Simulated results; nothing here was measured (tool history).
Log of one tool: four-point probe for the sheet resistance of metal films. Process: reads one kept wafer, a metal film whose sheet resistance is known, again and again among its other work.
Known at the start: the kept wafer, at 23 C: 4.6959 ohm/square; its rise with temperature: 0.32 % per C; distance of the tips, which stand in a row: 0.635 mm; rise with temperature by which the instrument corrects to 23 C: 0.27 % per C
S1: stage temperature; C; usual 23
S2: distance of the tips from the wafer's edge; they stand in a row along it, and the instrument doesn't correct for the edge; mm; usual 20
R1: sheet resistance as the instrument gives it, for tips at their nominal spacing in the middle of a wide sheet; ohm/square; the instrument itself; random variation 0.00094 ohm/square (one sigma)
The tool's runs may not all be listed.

Run 1, day 0: usual settings. Result: R1 4.72105 ohm/square.
Run 2, day 2.017: usual settings but S1 24 C. Result: R1 4.723621 ohm/square.
Run 3, day 5.671: usual settings but S1 24 C. Result: R1 4.724296 ohm/square.
Run 4, day 8.225: usual settings but S1 24 C. Result: R1 4.725887 ohm/square.
Run 5, day 11.429: usual settings but S1 24 C. Result: R1 4.725915 ohm/square.
At day 11.679: stage's thermometer calibrated.
Run 6, day 13.838: usual settings but S1 20 C, S2 5 mm. Result: R1 4.764215 ohm/square.
Run 7, day 15.638: usual settings but S1 20 C, S2 5 mm. Result: R1 4.767168 ohm/square.
At day 17.45: stage's thermometer calibrated, once more.
Run 8, day 18.033: usual settings but S1 24 C, S2 3 mm. Result: R1 4.830872 ohm/square.
Run 9, day 21.496: usual settings but S1 35 C, S2 53 mm. Result: R1 4.741812 ohm/square.
Run 10, day 24.325: usual settings but S1 21 C, S2 7 mm. Result: R1 4.736684 ohm/square.

Forecast each of these 5 alternatives for the next run:
Run A, day 27.138: usual settings but S1 19 C. Result: R1 ?.
Run B, day 27.138: usual settings but S1 30 C, S2 10 mm. Result: R1 ?.
Run C, day 27.138: usual settings but S1 24 C, S2 37 mm. Result: R1 ?.
Run D, day 27.138: usual settings but S1 34 C, S2 13 mm. Result: R1 ?.
Run E, day 27.138: usual settings but S2 8 mm. Result: R1 ?.

run        R1
  A  4.716958
  B  4.745003
  C  4.726314
  D  4.748174
  E  4.737063
Without the tool's hidden state the same runs would have given:
run        R1
  A   4.69091
  B  4.718846
  C  4.700234
  D  4.722013
  E  4.710926
